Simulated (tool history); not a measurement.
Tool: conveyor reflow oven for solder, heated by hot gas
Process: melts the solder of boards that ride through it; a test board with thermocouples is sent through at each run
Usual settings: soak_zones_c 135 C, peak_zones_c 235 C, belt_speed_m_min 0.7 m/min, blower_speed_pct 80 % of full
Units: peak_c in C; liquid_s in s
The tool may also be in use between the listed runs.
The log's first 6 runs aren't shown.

run   hour  soak_zones_c  peak_zones_c  belt_speed_m_min  blower_speed_pct  peak_c  liquid_s
  7   88.1           135           235               0.7                80   220.5      46.5
  8    100           135           235               0.7                80     220      46.4
  9  119.4           138           235               0.7                80   220.7      47.6
 10    134           138           235               0.7                80   220.7      47.4
 11  146.5           138           235               0.7                80   220.4      47.4
 12  165.2           138           235               0.7                80   220.5      47.5
 13  182.6           135           235               0.7                80     220      46.3
 14  194.6           135           235               0.7                80   220.1      46.3
 15  214.6           135           235             0.623                80   223.6      54.8
 16  233.1           135           235             0.623                80   223.4      54.7
 17  242.4           129           248             0.723                80     229      47.8
 18  260.8           129           248             0.723                80   228.8      47.9
 19  280.9           129           223             0.723                80   207.1      35.3
 20  290.4           129           223             0.723                80   207.4      35.2
 21  300.1           142           235               0.7                80   220.9        49
 22  310.4           147           241             0.732                79   225.6        50
 23  328.3           147           241             0.732                79   225.6        50
 24  345.5           135           243              0.75                68   221.7      43.7
 25  357.7           135           243             0.596                85   232.5        62
 26  370.6           130           228               0.7                52   206.5      34.5
 27  385.4           123           226             0.737                67   205.5      30.7
 28  401.7           123           226             0.737                67   205.4      30.6
 29    413           135           235             0.769                80   216.4      39.7
 30  431.1           127           238             0.758                76   217.2      38.7
 31  439.8           135           235               0.7                80   219.7      45.9

4 ways to go on from here, each from the tool as it stands after run 31. What would each give?
  A  456.6           123           245               0.7                80       ?         ?
  B  456.6           135           235             0.634                72       ?         ?
  C  456.6           134           240               0.7                70       ?         ?
  D  456.6           143           235             0.647                80       ?         ?

run  peak_c  liquid_s
  A   226.2      46.6
  B     221      52.2
  C   221.7      46.7
  D     223      54.7
Without the tool's hidden state the same runs would have given:
run  peak_c  liquid_s
  A   226.5      46.2
  B   220.9      51.6
  C   221.8      46.2
  D   222.9        54

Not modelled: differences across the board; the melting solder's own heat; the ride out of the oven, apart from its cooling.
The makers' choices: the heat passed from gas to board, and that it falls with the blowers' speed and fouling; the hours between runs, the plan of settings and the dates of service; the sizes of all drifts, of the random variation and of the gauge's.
